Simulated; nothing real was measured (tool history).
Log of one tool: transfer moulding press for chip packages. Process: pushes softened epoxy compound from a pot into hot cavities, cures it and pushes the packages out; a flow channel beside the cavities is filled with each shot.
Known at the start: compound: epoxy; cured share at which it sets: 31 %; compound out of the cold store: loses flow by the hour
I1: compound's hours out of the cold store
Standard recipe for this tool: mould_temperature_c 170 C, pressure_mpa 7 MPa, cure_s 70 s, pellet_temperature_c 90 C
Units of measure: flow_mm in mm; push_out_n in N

run 1 hour=0 | mould_temperature_c=170 pressure_mpa=7 cure_s=70 pellet_temperature_c=90 | I1=33.9 | flow_mm=782 push_out_n=374
-- hour=26 cavities cleaned with cleaning compound and waxed
run 2 hour=26.5 | mould_temperature_c=170 pressure_mpa=7 cure_s=70 pellet_temperature_c=90 | I1=16.3 | flow_mm=878 push_out_n=375
-- hour=61 cavities cleaned with cleaning compound and waxed
run 3 hour=66.9 | mould_temperature_c=170 pressure_mpa=7 cure_s=70 pellet_temperature_c=90 | I1=23.5 | flow_mm=835 push_out_n=395
-- hour=81.7 plunger's sealing rings changed
-- hour=96.8 cavities cleaned with cleaning compound and waxed
run 4 hour=125.4 | mould_temperature_c=170 pressure_mpa=7 cure_s=70 pellet_temperature_c=90 | I1=44.2 | flow_mm=744 push_out_n=486
-- hour=131.5 cavities cleaned with cleaning compound and waxed
run 5 hour=159.7 | mould_temperature_c=170 pressure_mpa=8.57 cure_s=70 pellet_temperature_c=90 | I1=31.5 | flow_mm=894 push_out_n=510
-- hour=164.6 cavities cleaned with cleaning compound and waxed
run 6 hour=191.1 | mould_temperature_c=170 pressure_mpa=8.57 cure_s=70 pellet_temperature_c=90 | I1=31.3 | flow_mm=883 push_out_n=473
-- hour=196.1 cavities cleaned with cleaning compound and waxed
run 7 hour=219 | mould_temperature_c=170 pressure_mpa=8.57 cure_s=70 pellet_temperature_c=90 | I1=31.2 | flow_mm=886 push_out_n=501
-- hour=226.8 cavities cleaned with cleaning compound and waxed
run 8 hour=244 | mould_temperature_c=170 pressure_mpa=7.54 cure_s=70 pellet_temperature_c=98 | I1=13.7 | flow_mm=929 push_out_n=463
-- hour=260.3 cavities cleaned with cleaning compound and waxed
run 9 hour=273.1 | mould_temperature_c=175 pressure_mpa=7.54 cure_s=58 pellet_temperature_c=95 | I1=31.8 | flow_mm=810 push_out_n=474
-- hour=291 cavities cleaned with cleaning compound and waxed
run 10 hour=316.7 | mould_temperature_c=170 pressure_mpa=6.12 cure_s=100 pellet_temperature_c=95 | I1=39.7 | flow_mm=701 push_out_n=373

Each run again, without the hidden state but with its own random variation kept:
Hidden state present: true mould temperature over the reading, C; pressure that reaches the compound, % of what is set; grip of the stained cavities, % over clean ones'; drift of the gauge itself on flow_mm, %; drift of the gauge itself on push_out_n, %.
run=1 flow_mm=799 push_out_n=332
run=2 flow_mm=900 push_out_n=360
run=3 flow_mm=859 push_out_n=341
run=4 flow_mm=749 push_out_n=323
run=5 flow_mm=903 push_out_n=346
run=6 flow_mm=894 push_out_n=331
run=7 flow_mm=900 push_out_n=349
run=8 flow_mm=945 push_out_n=347
run=9 flow_mm=827 push_out_n=366
run=10 flow_mm=719 push_out_n=256

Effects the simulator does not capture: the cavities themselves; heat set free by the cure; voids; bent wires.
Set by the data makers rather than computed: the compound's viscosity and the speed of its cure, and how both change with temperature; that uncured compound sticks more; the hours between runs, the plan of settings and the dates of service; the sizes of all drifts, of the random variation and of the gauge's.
